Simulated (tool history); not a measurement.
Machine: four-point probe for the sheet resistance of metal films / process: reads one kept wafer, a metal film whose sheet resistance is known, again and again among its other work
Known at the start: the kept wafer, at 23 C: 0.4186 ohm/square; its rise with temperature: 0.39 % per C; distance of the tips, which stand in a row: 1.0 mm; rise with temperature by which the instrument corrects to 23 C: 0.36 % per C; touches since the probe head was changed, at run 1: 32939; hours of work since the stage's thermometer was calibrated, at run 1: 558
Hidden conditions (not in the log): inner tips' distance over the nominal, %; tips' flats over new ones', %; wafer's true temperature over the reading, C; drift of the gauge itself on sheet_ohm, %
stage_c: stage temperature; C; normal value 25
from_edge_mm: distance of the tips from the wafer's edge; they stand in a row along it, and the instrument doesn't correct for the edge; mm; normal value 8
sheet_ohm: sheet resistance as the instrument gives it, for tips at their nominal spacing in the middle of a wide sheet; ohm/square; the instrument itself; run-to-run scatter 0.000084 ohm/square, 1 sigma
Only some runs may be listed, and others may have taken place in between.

run    hour  stage_c  from_edge_mm  touches since the probe head was changed  hours of work since the stage's thermometer was calibrated  sheet_ohm
  1     0.0       25             8                                     32939                                                         558   0.422548
  2    78.0       25             8                                     36781                                                         604   0.422679
  3   129.9       25             8                                     39340                                                         634   0.422665
  4   181.7       25            12                                     41892                                                         664   0.420893
  5   271.4       25            12                                     46310                                                         716   0.420982
  6   330.6       25            12                                     49225                                                         750   0.421126
      336.3  -- stage's thermometer calibrated
  7   384.6       25            12                                     51860                                                          28   0.421188
  8   437.2       25            12                                     54452                                                          59   0.421315
  9   499.0       25            12                                     57494                                                          94   0.421499
 10   553.9       25            12                                     60199                                                         126   0.421406
 11   630.1       19             5                                     63949                                                         170   0.428173
 12   689.3       27            15                                     66868                                                         205   0.421252
      708.1  -- stage's thermometer calibrated, once more
 13   728.6       27            15                                     68779                                                          12   0.420311
 14   789.2       19             3                                     71762                                                          47   0.441904
 15   838.7       20            15                                     74201                                                          76   0.419504
 16   886.1       20            15                                     76536                                                         103   0.419636
 17   974.3       20            15                                     80880                                                         154   0.419642
 18  1027.5       24            36                                     83499                                                         185   0.419289
 19  1071.3       24            36                                     85658                                                         211   0.419365

Here are 5 independent what-if runs from the current tool condition. What would each one return?
  A  1163.5       20            59                                     90199                                                         264          ?
  B  1163.5       29            36                                     90199                                                         264          ?
  C  1163.5       20             5                                     90199                                                         264          ?
  D  1163.5       21             6                                     90199                                                         264          ?
  E  1163.5       28            31                                     90199                                                         264          ?

run  sheet_ohm
  A   0.418847
  B   0.420211
  C   0.427631
  D   0.425112
  E   0.419999
Take away the tool's hidden state, keep each run's random variation, and the runs would have read:
run  sheet_ohm
  A   0.418213
  B   0.419577
  C   0.426985
  D   0.424470
  E   0.419365
